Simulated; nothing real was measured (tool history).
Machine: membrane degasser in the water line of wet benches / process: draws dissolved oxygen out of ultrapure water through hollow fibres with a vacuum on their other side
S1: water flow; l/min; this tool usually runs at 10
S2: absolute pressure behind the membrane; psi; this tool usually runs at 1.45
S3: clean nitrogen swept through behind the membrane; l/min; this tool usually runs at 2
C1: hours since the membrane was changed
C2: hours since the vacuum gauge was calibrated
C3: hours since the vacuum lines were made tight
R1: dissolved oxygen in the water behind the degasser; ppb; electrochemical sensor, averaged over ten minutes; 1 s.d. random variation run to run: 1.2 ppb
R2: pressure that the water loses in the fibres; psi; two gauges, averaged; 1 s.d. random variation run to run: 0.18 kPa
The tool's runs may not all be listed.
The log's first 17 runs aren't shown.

| run | hour | S1 | S2 | S3 | C1 | C2 | C3 | R1 | R2 |
|---|---|---|---|---|---|---|---|---|---|
| 18 | 3126.4 | 12 | 2.44 | 1.67 | 5510 | 294 | 2596 | 310.4 | 5.838 |
| 19 | 3348.8 | 12 | 2.44 | 1.67 | 5732 | 516 | 2818 | 312.8 | 5.796 |
| 20 | 3465 | 12 | 1.55 | 1.67 | 5849 | 632 | 2934 | 207.6 | 5.78 |
| 21 | 3647.5 | 12 | 3.57 | 1.44 | 6031 | 815 | 3117 | 477.9 | 5.809 |
|  | 3756.5 | gauge calibrated |
| 22 | 3830.2 | 7 | 1.45 | 0.98 | 6214 | 998 | 3300 | 122.2 | 3.276 |
| 23 | 3970.7 | 15 | 1.35 | 2 | 6354 | 1138 | 3440 | 284.1 | 7.094 |
| 24 | 4178.2 | 10 | 1.33 | 2 | 6562 | 1346 | 3648 | 110.2 | 4.785 |
| 25 | 4334.5 | 6 | 1.45 | 2.61 | 6718 | 1502 | 3804 | 40.9 | 2.867 |
| 26 | 4469.2 | 10 | 2.54 | 3.28 | 6853 | 1636 | 3939 | 143.3 | 4.804 |
| 27 | 4634.8 | 9 | 1.62 | 4.24 | 7018 | 1802 | 4104 | 66.7 | 4.322 |
| 28 | 4787 | 10 | 1.45 | 1.43 | 7171 | 1954 | 4256 | 154.3 | 4.76 |
| 29 | 4953.6 | 10 | 1.45 | 1.43 | 7337 | 2121 | 4423 | 149.1 | 4.776 |
| 30 | 5124.2 | 9 | 2.34 | 3.05 | 7508 | 2291 | 4593 | 116 | 4.319 |
| 31 | 5225 | 7 | 1.45 | 2.19 | 7609 | 2392 | 4694 | 60.7 | 3.371 |
| 32 | 5456 | 7 | 1.39 | 2.18 | 7840 | 2623 | 4925 | 56.6 | 3.371 |
| 33 | 5613.1 | 8 | 1.02 | 3.38 | 7997 | 2780 | 5082 | 35.5 | 3.852 |

Here are 3 independent what-if runs from the current tool condition. What would each one return?
| A | 5745.3 | 13 | 1.16 | 3.38 | 8129 | 2913 | 5215 | ? | ? |
| B | 5745.3 | 8 | 1.9 | 3.38 | 8129 | 2913 | 5215 | ? | ? |
| C | 5745.3 | 8 | 3.1 | 1 | 8129 | 2913 | 5215 | ? | ? |

| run | R1 | R2 |
|---|---|---|
| A | 155.7 | 6.308 |
| B | 71.5 | 3.849 |
| C | 348.2 | 3.814 |
Take away the tool's hidden state, keep each run's random variation, and the runs would have read:
| run | R1 | R2 |
|---|---|---|
| A | 155.4 | 6.211 |
| B | 71.5 | 3.79 |
| C | 348 | 3.754 |
